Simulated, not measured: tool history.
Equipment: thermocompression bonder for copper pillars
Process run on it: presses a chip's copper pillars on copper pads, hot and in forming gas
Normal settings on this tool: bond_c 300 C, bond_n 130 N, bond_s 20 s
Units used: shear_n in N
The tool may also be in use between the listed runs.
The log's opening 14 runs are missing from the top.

| run | hour | bond_c | bond_n | bond_s | hours of work since the heater was calibrated | hours of work since the force cell was calibrated | hours of work since the gas filter was changed | shear_n |
|---|---|---|---|---|---|---|---|---|
| 15 | 285.8 | 300 | 159 | 59 | 140 | 202 | 169 | 101.3 |
|  | 302.1 | forming gas filter changed |
| 16 | 315.6 | 300 | 90 | 20 | 156 | 217 | 7 | 43.4 |
| 17 | 336.1 | 300 | 130 | 20 | 167 | 228 | 18 | 64.5 |
| 18 | 365.8 | 300 | 130 | 20 | 183 | 244 | 34 | 64.0 |
| 19 | 388.6 | 300 | 130 | 20 | 195 | 257 | 46 | 64.0 |
| 20 | 412.2 | 313 | 151 | 18 | 207 | 269 | 59 | 83.3 |
| 21 | 432.2 | 304 | 161 | 18 | 218 | 280 | 70 | 78.5 |
| 22 | 455.4 | 304 | 161 | 18 | 231 | 292 | 82 | 77.9 |
| 23 | 469.7 | 304 | 161 | 18 | 238 | 300 | 90 | 77.8 |
| 24 | 486.2 | 326 | 130 | 17 | 247 | 309 | 99 | 79.9 |
|  | 489.6 | force cell calibrated |
| 25 | 506.7 | 273 | 130 | 10 | 257 | 9 | 109 | 29.5 |
| 26 | 527.3 | 323 | 91 | 18 | 268 | 20 | 120 | 56.1 |
| 27 | 552.4 | 305 | 91 | 18 | 282 | 34 | 133 | 43.6 |
| 28 | 579.7 | 281 | 147 | 34 | 296 | 48 | 148 | 63.3 |
| 29 | 607.1 | 281 | 187 | 14 | 311 | 63 | 163 | 60.0 |
| 30 | 622.0 | 282 | 184 | 14 | 319 | 71 | 171 | 59.0 |
|  | 635.5 | forming gas filter changed |
| 31 | 651.7 | 294 | 88 | 53 | 335 | 87 | 9 | 55.4 |
|  | 671.1 | force cell calibrated, once more |
| 32 | 681.1 | 316 | 90 | 35 | 350 | 5 | 24 | 64.7 |
| 33 | 708.7 | 300 | 78 | 13 | 364 | 20 | 38 | 28.6 |
| 34 | 725.2 | 312 | 170 | 20 | 373 | 29 | 47 | 92.5 |
| 35 | 749.0 | 292 | 128 | 40 | 386 | 42 | 60 | 70.2 |
| 36 | 770.1 | 292 | 128 | 40 | 397 | 53 | 71 | 67.8 |
| 37 | 789.4 | 292 | 128 | 40 | 408 | 63 | 82 | 67.6 |

Branching from run 37: 3 alternative next runs. What would each branch give?
| A | 813.9 | 300 | 147 | 44 | 421 | 76 | 95 | ? |
| B | 813.9 | 292 | 126 | 40 | 421 | 76 | 95 | ? |
| C | 813.9 | 300 | 103 | 11 | 421 | 76 | 95 | ? |

| run | shear_n |
|---|---|
| A | 87.1 |
| B | 66.5 |
| C | 37.4 |
Without the tool's hidden state the same runs would have given:
| run | shear_n |
|---|---|
| A | 93.3 |
| B | 72.3 |
| C | 41.2 |
